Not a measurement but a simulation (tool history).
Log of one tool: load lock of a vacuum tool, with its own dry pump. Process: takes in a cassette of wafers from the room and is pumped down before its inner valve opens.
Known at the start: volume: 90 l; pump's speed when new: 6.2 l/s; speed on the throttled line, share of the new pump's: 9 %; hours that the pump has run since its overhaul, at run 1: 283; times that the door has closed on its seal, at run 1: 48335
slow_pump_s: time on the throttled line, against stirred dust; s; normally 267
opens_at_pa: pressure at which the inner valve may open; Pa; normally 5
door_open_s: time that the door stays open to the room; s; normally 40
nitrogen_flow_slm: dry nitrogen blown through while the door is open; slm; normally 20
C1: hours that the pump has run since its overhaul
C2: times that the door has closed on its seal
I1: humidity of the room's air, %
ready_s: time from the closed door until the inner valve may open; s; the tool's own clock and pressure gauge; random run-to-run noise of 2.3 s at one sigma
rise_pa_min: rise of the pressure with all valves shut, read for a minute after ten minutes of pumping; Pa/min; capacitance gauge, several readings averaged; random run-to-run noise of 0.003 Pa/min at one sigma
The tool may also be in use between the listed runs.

Run 1, day 0: usual settings; C1 283; C2 48335; I1 43.4. Result: ready_s 386.9 s, rise_pa_min 0.767 Pa/min.
Run 2, day 4.775: usual settings but opens_at_pa 6 Pa; C1 397; C2 48844; I1 44.8. Result: ready_s 385.1 s, rise_pa_min 0.786 Pa/min.
Run 3, day 9.4: usual settings but opens_at_pa 6 Pa; C1 508; C2 49336; I1 47.8. Result: ready_s 385.8 s, rise_pa_min 0.802 Pa/min.
Run 4, day 13.671: usual settings but opens_at_pa 6 Pa; C1 611; C2 49791; I1 47. Result: ready_s 384.4 s, rise_pa_min 0.808 Pa/min.
At day 15.492: door's seal changed, seat wiped.
Run 5, day 18.942: usual settings; C1 736; C2 368; I1 46.2. Result: ready_s 388.2 s, rise_pa_min 0.024 Pa/min.
Run 6, day 24.296: usual settings but slow_pump_s 382 s; C1 864; C2 938; I1 45.9. Result: ready_s 493.6 s, rise_pa_min 0.023 Pa/min.
Run 7, day 27.767: usual settings but slow_pump_s 382 s; C1 948; C2 1308; I1 48.2. Result: ready_s 491.7 s, rise_pa_min 0.029 Pa/min.
Run 8, day 32.271: usual settings but slow_pump_s 148 s; C1 1056; C2 1787; I1 43.8. Result: ready_s 277.6 s, rise_pa_min 0.029 Pa/min.
Run 9, day 34.908: usual settings but slow_pump_s 148 s; C1 1119; C2 2068; I1 47.4. Result: ready_s 281.2 s, rise_pa_min 0.029 Pa/min.
Run 10, day 38.712: usual settings but slow_pump_s 148 s; C1 1210; C2 2474; I1 44.5. Result: ready_s 277.7 s, rise_pa_min 0.033 Pa/min.
Run 11, day 42.954: usual settings; C1 1312; C2 2925; I1 42.9. Result: ready_s 385.6 s, rise_pa_min 0.038 Pa/min.
Run 12, day 48.283: usual settings; C1 1440; C2 3493; I1 43. Result: ready_s 389.4 s, rise_pa_min 0.035 Pa/min.
Run 13, day 50.679: usual settings but opens_at_pa 9 Pa, door_open_s 29 s, nitrogen_flow_slm 5 slm; C1 1498; C2 3748; I1 45.9. Result: ready_s 377.6 s, rise_pa_min 0.049 Pa/min.
Run 14, day 56.017: usual settings but slow_pump_s 278 s, door_open_s 178 s, nitrogen_flow_slm 21 slm; C1 1626; C2 4316; I1 44. Result: ready_s 397.2 s, rise_pa_min 0.061 Pa/min.
Run 15, day 59.233: usual settings but slow_pump_s 278 s, door_open_s 178 s, nitrogen_flow_slm 21 slm; C1 1703; C2 4659; I1 42.5. Result: ready_s 396.8 s, rise_pa_min 0.058 Pa/min.
Run 16, day 63.483: usual settings but slow_pump_s 152 s, opens_at_pa 7 Pa, door_open_s 115 s, nitrogen_flow_slm 21 slm; C1 1805; C2 5112; I1 45.7. Result: ready_s 278.6 s, rise_pa_min 0.059 Pa/min.
Run 17, day 68.225: usual settings but slow_pump_s 152 s, opens_at_pa 7 Pa, door_open_s 115 s, nitrogen_flow_slm 21 slm; C1 1919; C2 5617; I1 45.9. Result: ready_s 278.3 s, rise_pa_min 0.064 Pa/min.
Run 18, day 70.746: usual settings but slow_pump_s 152 s, opens_at_pa 7 Pa, door_open_s 115 s, nitrogen_flow_slm 21 slm; C1 1979; C2 5885; I1 48.9. Result: ready_s 278.2 s, rise_pa_min 0.066 Pa/min.
Run 19, day 75.292: usual settings but slow_pump_s 475 s, door_open_s 55 s, nitrogen_flow_slm 40 slm; C1 2088; C2 6369; I1 44.1. Result: ready_s 571.2 s, rise_pa_min 0.055 Pa/min.
Run 20, day 78.708: usual settings but slow_pump_s 475 s, door_open_s 55 s, nitrogen_flow_slm 40 slm; C1 2170; C2 6733; I1 42.8. Result: ready_s 582.2 s, rise_pa_min 0.05 Pa/min.
Run 21, day 83.825: usual settings but slow_pump_s 354 s, door_open_s 194 s, nitrogen_flow_slm 12 slm; C1 2293; C2 7278; I1 46.8. Result: ready_s 468 s, rise_pa_min 0.094 Pa/min.
Run 22, day 87.108: usual settings but slow_pump_s 354 s, opens_at_pa 6 Pa, door_open_s 33 s; C1 2372; C2 7628; I1 46.9. Result: ready_s 459.9 s, rise_pa_min 0.064 Pa/min.
Run 23, day 89.725: usual settings but slow_pump_s 485 s, opens_at_pa 6 Pa, door_open_s 135 s, nitrogen_flow_slm 18 slm; C1 2435; C2 7906; I1 45.2. Result: ready_s 575.9 s, rise_pa_min 0.083 Pa/min.
Run 24, day 94.667: usual settings but slow_pump_s 233 s, opens_at_pa 9 Pa, door_open_s 51 s, nitrogen_flow_slm 8 slm; C1 2553; C2 8433; I1 45.3. Result: ready_s 347.2 s, rise_pa_min 0.087 Pa/min.

Forecast each of these 4 alternatives for the next run:
Run A, day 97.171: usual settings but slow_pump_s 233 s, opens_at_pa 4 Pa, door_open_s 51 s, nitrogen_flow_slm 8 slm; C1 2613; C2 8699; I1 45.7. Result: ready_s ?, rise_pa_min ?.
Run B, day 97.171: usual settings but slow_pump_s 184 s, door_open_s 122 s, nitrogen_flow_slm 13 slm; C1 2613; C2 8699; I1 43.5. Result: ready_s ?, rise_pa_min ?.
Run C, day 97.171: usual settings but slow_pump_s 233 s, opens_at_pa 4 Pa, door_open_s 51 s, nitrogen_flow_slm 8 slm; C1 2613; C2 8699; I1 46.1. Result: ready_s ?, rise_pa_min ?.
Run D, day 97.171: usual settings but slow_pump_s 324 s, opens_at_pa 7 Pa, door_open_s 25 s; C1 2613; C2 8699; I1 47. Result: ready_s ?, rise_pa_min ?.

run  ready_s  rise_pa_min
  A    361.4        0.089
  B    312.9        0.093
  C    362.1        0.092
  D    434.6        0.073
The same runs, with their run-to-run variation unchanged, on a tool lacking any hidden condition would have given:
run  ready_s  rise_pa_min
  A    360.9        0.035
  B    312.5         0.04
  C    361.7        0.037
  D    434.2        0.017
